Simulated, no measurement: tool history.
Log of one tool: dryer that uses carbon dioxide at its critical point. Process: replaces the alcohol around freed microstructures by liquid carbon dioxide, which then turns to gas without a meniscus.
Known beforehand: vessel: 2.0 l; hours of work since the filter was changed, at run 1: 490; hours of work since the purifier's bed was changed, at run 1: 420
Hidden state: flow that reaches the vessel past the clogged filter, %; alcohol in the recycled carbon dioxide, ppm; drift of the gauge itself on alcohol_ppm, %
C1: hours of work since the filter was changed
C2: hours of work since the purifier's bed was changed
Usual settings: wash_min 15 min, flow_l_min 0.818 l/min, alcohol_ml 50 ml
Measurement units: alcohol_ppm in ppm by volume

run 1 hour=0.0 | wash_min=15 flow_l_min=0.818 alcohol_ml=50 | C1=490 C2=420 | alcohol_ppm=439
run 2 hour=18.6 | wash_min=15 flow_l_min=0.818 alcohol_ml=24 | C1=498 C2=428 | alcohol_ppm=259
run 3 hour=36.1 | wash_min=15 flow_l_min=0.818 alcohol_ml=50 | C1=505 C2=436 | alcohol_ppm=449
run 4 hour=52.5 | wash_min=15 flow_l_min=0.818 alcohol_ml=50 | C1=512 C2=443 | alcohol_ppm=447
run 5 hour=74.4 | wash_min=15 flow_l_min=0.818 alcohol_ml=50 | C1=521 C2=452 | alcohol_ppm=466
run 6 hour=87.2 | wash_min=15 flow_l_min=0.818 alcohol_ml=50 | C1=527 C2=458 | alcohol_ppm=468
run 7 hour=104.7 | wash_min=15 flow_l_min=0.818 alcohol_ml=50 | C1=534 C2=465 | alcohol_ppm=464
run 8 hour=131.9 | wash_min=15 flow_l_min=0.818 alcohol_ml=50 | C1=546 C2=477 | alcohol_ppm=466
run 9 hour=154.3 | wash_min=15 flow_l_min=0.818 alcohol_ml=59 | C1=556 C2=486 | alcohol_ppm=551
run 10 hour=171.9 | wash_min=14 flow_l_min=1.371 alcohol_ml=29 | C1=563 C2=494 | alcohol_ppm=127
-- hour=179.7 inlet filter changed
run 11 hour=186.2 | wash_min=14 flow_l_min=1.371 alcohol_ml=87 | C1=3 C2=500 | alcohol_ppm=141
run 12 hour=209.3 | wash_min=21 flow_l_min=0.818 alcohol_ml=50 | C1=13 C2=510 | alcohol_ppm=149
run 13 hour=238.4 | wash_min=19 flow_l_min=0.739 alcohol_ml=84 | C1=25 C2=522 | alcohol_ppm=315
run 14 hour=266.1 | wash_min=19 flow_l_min=0.739 alcohol_ml=84 | C1=37 C2=534 | alcohol_ppm=329
run 15 hour=286.9 | wash_min=13 flow_l_min=0.739 alcohol_ml=24 | C1=46 C2=543 | alcohol_ppm=433
run 16 hour=307.7 | wash_min=13 flow_l_min=0.739 alcohol_ml=24 | C1=55 C2=552 | alcohol_ppm=431
run 17 hour=333.7 | wash_min=9 flow_l_min=1.112 alcohol_ml=21 | C1=66 C2=563 | alcohol_ppm=353
run 18 hour=363.9 | wash_min=15 flow_l_min=0.818 alcohol_ml=28 | C1=79 C2=576 | alcohol_ppm=273

Consider 3 possible next runs. They are alternatives, not a sequence: every one starts from the tool as it was left by run 18. What does each give?
run A hour=392.3 | wash_min=18 flow_l_min=0.492 alcohol_ml=28 | C1=91 C2=588 | alcohol_ppm=?
run B hour=392.3 | wash_min=15 flow_l_min=0.818 alcohol_ml=58 | C1=91 C2=588 | alcohol_ppm=?
run C hour=392.3 | wash_min=15 flow_l_min=1.348 alcohol_ml=82 | C1=91 C2=588 | alcohol_ppm=?

run=A alcohol_ppm=631
run=B alcohol_ppm=408
run=C alcohol_ppm=147
Without the tool's hidden state the same runs would have given:
run=A alcohol_ppm=476
run=B alcohol_ppm=261
run=C alcohol_ppm=17
